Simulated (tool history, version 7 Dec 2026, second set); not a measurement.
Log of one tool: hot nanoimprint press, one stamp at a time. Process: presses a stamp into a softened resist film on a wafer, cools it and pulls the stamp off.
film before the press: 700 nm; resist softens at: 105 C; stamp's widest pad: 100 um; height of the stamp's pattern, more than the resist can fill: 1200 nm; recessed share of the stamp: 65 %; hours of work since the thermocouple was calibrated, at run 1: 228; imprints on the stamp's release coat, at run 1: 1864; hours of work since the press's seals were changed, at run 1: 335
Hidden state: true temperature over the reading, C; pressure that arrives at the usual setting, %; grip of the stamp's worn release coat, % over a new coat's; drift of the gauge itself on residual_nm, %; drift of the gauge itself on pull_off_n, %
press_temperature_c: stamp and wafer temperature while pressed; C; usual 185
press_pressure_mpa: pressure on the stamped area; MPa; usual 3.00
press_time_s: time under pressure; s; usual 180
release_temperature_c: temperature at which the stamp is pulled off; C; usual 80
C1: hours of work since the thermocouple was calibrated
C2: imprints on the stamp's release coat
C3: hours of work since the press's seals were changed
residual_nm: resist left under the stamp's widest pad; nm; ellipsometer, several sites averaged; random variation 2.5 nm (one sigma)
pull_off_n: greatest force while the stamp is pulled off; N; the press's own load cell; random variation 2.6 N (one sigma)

{"run": 1, "hour": 0.0, "press_temperature_c": 185, "press_pressure_mpa": 3.0, "press_time_s": 180, "release_temperature_c": 80, "C1": 228, "C2": 1864, "C3": 335, "residual_nm": 406.4, "pull_off_n": 168}
{"run": 2, "hour": 40.4, "press_temperature_c": 185, "press_pressure_mpa": 3.0, "press_time_s": 180, "release_temperature_c": 80, "C1": 259, "C2": 2004, "C3": 365, "residual_nm": 405.5, "pull_off_n": 164}
{"run": 3, "hour": 80.7, "press_temperature_c": 185, "press_pressure_mpa": 3.0, "press_time_s": 180, "release_temperature_c": 80, "C1": 289, "C2": 2144, "C3": 396, "residual_nm": 403.0, "pull_off_n": 169}
{"run": 4, "hour": 133.5, "press_temperature_c": 185, "press_pressure_mpa": 2.17, "press_time_s": 180, "release_temperature_c": 80, "C1": 329, "C2": 2328, "C3": 435, "residual_nm": 448.4, "pull_off_n": 183}
{"hour": 163.0, "done": "stamp cleaned and given a new release coat"}
{"run": 5, "hour": 167.7, "press_temperature_c": 185, "press_pressure_mpa": 2.17, "press_time_s": 180, "release_temperature_c": 80, "C1": 350, "C2": 16, "C3": 457, "residual_nm": 449.2, "pull_off_n": 119}
{"run": 6, "hour": 217.7, "press_temperature_c": 185, "press_pressure_mpa": 2.17, "press_time_s": 180, "release_temperature_c": 80, "C1": 388, "C2": 190, "C3": 494, "residual_nm": 449.5, "pull_off_n": 120}
{"run": 7, "hour": 254.1, "press_temperature_c": 185, "press_pressure_mpa": 3.0, "press_time_s": 168, "release_temperature_c": 80, "C1": 416, "C2": 317, "C3": 522, "residual_nm": 408.9, "pull_off_n": 125}
{"run": 8, "hour": 282.5, "press_temperature_c": 185, "press_pressure_mpa": 3.0, "press_time_s": 168, "release_temperature_c": 80, "C1": 437, "C2": 415, "C3": 543, "residual_nm": 406.7, "pull_off_n": 128}
{"hour": 294.9, "done": "press's hydraulic seals changed and the load cell set to zero"}
{"run": 9, "hour": 318.6, "press_temperature_c": 185, "press_pressure_mpa": 3.0, "press_time_s": 168, "release_temperature_c": 80, "C1": 458, "C2": 513, "C3": 18, "residual_nm": 405.9, "pull_off_n": 126}
{"run": 10, "hour": 367.4, "press_temperature_c": 185, "press_pressure_mpa": 3.0, "press_time_s": 127, "release_temperature_c": 80, "C1": 495, "C2": 682, "C3": 55, "residual_nm": 445.9, "pull_off_n": 130}
{"run": 11, "hour": 418.8, "press_temperature_c": 185, "press_pressure_mpa": 3.0, "press_time_s": 103, "release_temperature_c": 80, "C1": 534, "C2": 861, "C3": 93, "residual_nm": 467.5, "pull_off_n": 139}
{"run": 12, "hour": 448.1, "press_temperature_c": 185, "press_pressure_mpa": 3.0, "press_time_s": 103, "release_temperature_c": 80, "C1": 556, "C2": 963, "C3": 115, "residual_nm": 465.5, "pull_off_n": 136}
{"run": 13, "hour": 498.9, "press_temperature_c": 185, "press_pressure_mpa": 3.0, "press_time_s": 103, "release_temperature_c": 80, "C1": 594, "C2": 1140, "C3": 154, "residual_nm": 466.0, "pull_off_n": 137}
{"hour": 511.4, "done": "plate thermocouple calibrated"}
{"run": 14, "hour": 552.6, "press_temperature_c": 185, "press_pressure_mpa": 3.0, "press_time_s": 103, "release_temperature_c": 80, "C1": 31, "C2": 1316, "C3": 192, "residual_nm": 488.3, "pull_off_n": 153}
{"run": 15, "hour": 592.8, "press_temperature_c": 185, "press_pressure_mpa": 3.0, "press_time_s": 103, "release_temperature_c": 80, "C1": 61, "C2": 1456, "C3": 222, "residual_nm": 483.3, "pull_off_n": 154}
{"run": 16, "hour": 623.3, "press_temperature_c": 185, "press_pressure_mpa": 3.0, "press_time_s": 103, "release_temperature_c": 80, "C1": 84, "C2": 1562, "C3": 245, "residual_nm": 478.2, "pull_off_n": 163}
{"run": 17, "hour": 670.3, "press_temperature_c": 185, "press_pressure_mpa": 3.0, "press_time_s": 103, "release_temperature_c": 80, "C1": 120, "C2": 1725, "C3": 281, "residual_nm": 483.4, "pull_off_n": 162}
{"run": 18, "hour": 719.4, "press_temperature_c": 185, "press_pressure_mpa": 1.84, "press_time_s": 103, "release_temperature_c": 80, "C1": 157, "C2": 1896, "C3": 318, "residual_nm": 544.7, "pull_off_n": 175}
{"run": 19, "hour": 759.8, "press_temperature_c": 185, "press_pressure_mpa": 3.99, "press_time_s": 294, "release_temperature_c": 69, "C1": 187, "C2": 2036, "C3": 348, "residual_nm": 306.7, "pull_off_n": 219}
{"run": 20, "hour": 799.0, "press_temperature_c": 185, "press_pressure_mpa": 3.99, "press_time_s": 294, "release_temperature_c": 69, "C1": 217, "C2": 2173, "C3": 378, "residual_nm": 302.6, "pull_off_n": 227}
{"run": 21, "hour": 835.5, "press_temperature_c": 186, "press_pressure_mpa": 3.09, "press_time_s": 243, "release_temperature_c": 68, "C1": 244, "C2": 2299, "C3": 405, "residual_nm": 353.3, "pull_off_n": 231}
{"hour": 874.1, "done": "stamp cleaned and given a new release coat"}
{"run": 22, "hour": 881.1, "press_temperature_c": 182, "press_pressure_mpa": 2.5, "press_time_s": 193, "release_temperature_c": 74, "C1": 274, "C2": 24, "C3": 435, "residual_nm": 452.0, "pull_off_n": 135}
{"run": 23, "hour": 922.3, "press_temperature_c": 179, "press_pressure_mpa": 3.26, "press_time_s": 256, "release_temperature_c": 74, "C1": 305, "C2": 167, "C3": 466, "residual_nm": 403.1, "pull_off_n": 136}
{"run": 24, "hour": 970.8, "press_temperature_c": 187, "press_pressure_mpa": 3.32, "press_time_s": 197, "release_temperature_c": 69, "C1": 342, "C2": 336, "C3": 503, "residual_nm": 354.7, "pull_off_n": 160}
{"run": 25, "hour": 1001.7, "press_temperature_c": 189, "press_pressure_mpa": 2.21, "press_time_s": 180, "release_temperature_c": 82, "C1": 365, "C2": 443, "C3": 526, "residual_nm": 416.6, "pull_off_n": 119}
{"run": 26, "hour": 1023.8, "press_temperature_c": 192, "press_pressure_mpa": 2.21, "press_time_s": 180, "release_temperature_c": 72, "C1": 382, "C2": 520, "C3": 543, "residual_nm": 386.8, "pull_off_n": 160}
{"hour": 1037.5, "done": "press's hydraulic seals changed and the load cell set to zero"}
{"run": 27, "hour": 1075.0, "press_temperature_c": 185, "press_pressure_mpa": 3.0, "press_time_s": 99, "release_temperature_c": 80, "C1": 414, "C2": 671, "C3": 28, "residual_nm": 473.4, "pull_off_n": 135}
{"run": 28, "hour": 1118.0, "press_temperature_c": 182, "press_pressure_mpa": 3.0, "press_time_s": 99, "release_temperature_c": 80, "C1": 447, "C2": 820, "C3": 61, "residual_nm": 501.0, "pull_off_n": 137}
{"run": 29, "hour": 1145.9, "press_temperature_c": 184, "press_pressure_mpa": 3.94, "press_time_s": 200, "release_temperature_c": 73, "C1": 468, "C2": 917, "C3": 82, "residual_nm": 347.4, "pull_off_n": 166}

Hidden state at the last listed run before each entry between runs and at the first one after, where it differs:
Between runs 4 and 5: stamp cleaned and given a new release coat (hour 163.0)
  true temperature over the reading, C: 1.72 -> 1.82; pressure that arrives at the usual setting, %: 99.25 -> 99.2; grip of the stamp's worn release coat, % over a new coat's: 52 -> 0.3
  measured less the result without the state, residual_nm: -14.2 -> -15.2 nm; pull_off_n: +57 -> -5 N
Between runs 8 and 9: press's hydraulic seals changed and the load cell set to zero (hour 294.9)
  true temperature over the reading, C: 2.21 -> 2.31; pressure that arrives at the usual setting, %: 99.02 -> 99.69; grip of the stamp's worn release coat, % over a new coat's: 8.7 -> 10.8
  measured less the result without the state, residual_nm: -18.3 -> -20.3 nm; pull_off_n: +4 -> +6 N
Between runs 13 and 14: plate thermocouple calibrated (hour 511.4)
  true temperature over the reading, C: 2.9 -> 0.27; pressure that arrives at the usual setting, %: 99.41 -> 99.34; grip of the stamp's worn release coat, % over a new coat's: 24.5 -> 28.5
  measured less the result without the state, residual_nm: -24.3 -> -1.4 nm; pull_off_n: +19 -> +33 N
Between runs 21 and 22: stamp cleaned and given a new release coat (hour 874.1)
  true temperature over the reading, C: 1.2 -> 1.34; pressure that arrives at the usual setting, %: 98.92 -> 98.87; grip of the stamp's worn release coat, % over a new coat's: 51.3 -> 0.5
  measured less the result without the state, residual_nm: -8.8 -> -11.0 nm; pull_off_n: +75 -> -3 N
Between runs 26 and 27: press's hydraulic seals changed and the load cell set to zero (hour 1037.5)
  true temperature over the reading, C: 1.83 -> 1.98; pressure that arrives at the usual setting, %: 98.65 -> 99.8; grip of the stamp's worn release coat, % over a new coat's: 10.9 -> 14.2
  measured less the result without the state, residual_nm: -13.2 -> -16.5 nm; pull_off_n: +11 -> +11 N

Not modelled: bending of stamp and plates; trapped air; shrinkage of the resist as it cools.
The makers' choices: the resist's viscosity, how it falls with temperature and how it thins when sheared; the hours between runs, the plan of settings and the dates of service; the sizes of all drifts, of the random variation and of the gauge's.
